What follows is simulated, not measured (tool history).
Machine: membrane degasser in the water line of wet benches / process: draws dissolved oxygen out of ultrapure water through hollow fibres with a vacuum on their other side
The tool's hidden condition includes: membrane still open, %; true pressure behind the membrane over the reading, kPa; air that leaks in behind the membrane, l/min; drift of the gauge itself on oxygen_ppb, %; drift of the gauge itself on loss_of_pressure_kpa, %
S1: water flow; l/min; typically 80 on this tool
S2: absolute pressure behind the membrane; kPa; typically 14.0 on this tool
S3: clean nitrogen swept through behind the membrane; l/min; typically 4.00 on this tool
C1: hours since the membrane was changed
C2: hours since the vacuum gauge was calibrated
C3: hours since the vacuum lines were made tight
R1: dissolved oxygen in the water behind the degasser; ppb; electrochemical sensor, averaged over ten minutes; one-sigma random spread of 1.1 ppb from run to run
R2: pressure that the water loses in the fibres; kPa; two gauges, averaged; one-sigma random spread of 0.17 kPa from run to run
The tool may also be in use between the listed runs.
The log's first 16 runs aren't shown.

Run 17, hour 3789.1: usual settings but S1 62 l/min, S2 9.7 kPa; C1 11113; C2 5723; C3 7816. Result: R1 235.7 ppb, R2 21.60 kPa.
Run 18, hour 4119.4: usual settings but S1 72 l/min, S3 5.97 l/min; C1 11443; C2 6054; C3 8146. Result: R1 302.5 ppb, R2 25.27 kPa.
Run 19, hour 4386.9: usual settings but S1 49 l/min, S3 2.43 l/min; C1 11711; C2 6321; C3 8413. Result: R1 473.7 ppb, R2 17.44 kPa.
Run 20, hour 4670.8: usual settings but S1 49 l/min, S3 2.43 l/min; C1 11995; C2 6605; C3 8697. Result: R1 474.0 ppb, R2 17.45 kPa.
Run 21, hour 4949.4: usual settings but S1 128 l/min; C1 12273; C2 6884; C3 8976. Result: R1 712.1 ppb, R2 45.26 kPa.
Run 22, hour 5285.3: usual settings but S1 116 l/min, S2 12.8 kPa; C1 12609; C2 7220; C3 9312. Result: R1 589.4 ppb, R2 40.76 kPa.
At hour 5455.1: vacuum gauge calibrated.
Run 23, hour 5456.8: usual settings but S1 98 l/min, S2 14.7 kPa, S3 3.81 l/min; C1 12780; C2 2; C3 9483. Result: R1 605.7 ppb, R2 34.73 kPa.
Run 24, hour 5683.1: usual settings but S2 14.4 kPa; C1 13006; C2 228; C3 9709. Result: R1 479.0 ppb, R2 28.33 kPa.
Run 25, hour 5843.4: usual settings but S2 13.5 kPa, S3 4.33 l/min; C1 13167; C2 388; C3 9869. Result: R1 412.1 ppb, R2 28.19 kPa.
Run 26, hour 5998.8: usual settings but S1 61 l/min, S2 22.9 kPa, S3 1.78 l/min; C1 13322; C2 544; C3 10025. Result: R1 1219.7 ppb, R2 21.56 kPa.
Run 27, hour 6226.1: usual settings but S1 74 l/min, S2 8.6 kPa, S3 8.58 l/min; C1 13549; C2 771; C3 10252. Result: R1 113.3 ppb, R2 26.39 kPa.
Run 28, hour 6445.9: usual settings but S1 74 l/min, S2 32.4 kPa, S3 2.11 l/min; C1 13769; C2 991; C3 10472. Result: R1 1733.9 ppb, R2 26.42 kPa.
Run 29, hour 6702.9: usual settings but S1 99 l/min, S2 33.7 kPa, S3 1.95 l/min; C1 14026; C2 1248; C3 10729. Result: R1 2285.5 ppb, R2 35.37 kPa.
Run 30, hour 6900.8: usual settings but S1 70 l/min, S2 33.7 kPa, S3 4.42 l/min; C1 14224; C2 1446; C3 10927. Result: R1 991.8 ppb, R2 24.66 kPa.
Run 31, hour 7164.9: usual settings but S1 70 l/min, S2 33.7 kPa, S3 4.42 l/min; C1 14488; C2 1710; C3 11191. Result: R1 986.9 ppb, R2 25.32 kPa.
Run 32, hour 7443.0: usual settings but S1 99 l/min, S2 13.9 kPa, S3 5.97 l/min; C1 14766; C2 1988; C3 11469. Result: R1 400.1 ppb, R2 35.19 kPa.

Forecast each of these 4 alternatives for the next run:
Run A, hour 7677.3: usual settings but S1 50 l/min, S2 33.4 kPa, S3 7.14 l/min; C1 15000; C2 2222; C3 11703. Result: R1 ?, R2 ?.
Run B, hour 7677.3: usual settings but S1 126 l/min, S2 22.8 kPa, S3 3.82 l/min; C1 15000; C2 2222; C3 11703. Result: R1 ?, R2 ?.
Run C, hour 7677.3: usual settings but S2 25.2 kPa; C1 15000; C2 2222; C3 11703. Result: R1 ?, R2 ?.
Run D, hour 7677.3: usual settings but S1 99 l/min, S2 20.7 kPa, S3 3.55 l/min; C1 15000; C2 2222; C3 11703. Result: R1 ?, R2 ?.

run      R1     R2
  A   487.6  18.16
  B  1202.9  45.00
  C   897.2  28.75
  D   957.4  35.41
With the hidden condition removed and each run's random variation left untouched, the same runs would have given:
run      R1     R2
  A   482.8  16.74
  B  1189.4  41.45
  C   889.8  26.49
  D   947.9  32.61

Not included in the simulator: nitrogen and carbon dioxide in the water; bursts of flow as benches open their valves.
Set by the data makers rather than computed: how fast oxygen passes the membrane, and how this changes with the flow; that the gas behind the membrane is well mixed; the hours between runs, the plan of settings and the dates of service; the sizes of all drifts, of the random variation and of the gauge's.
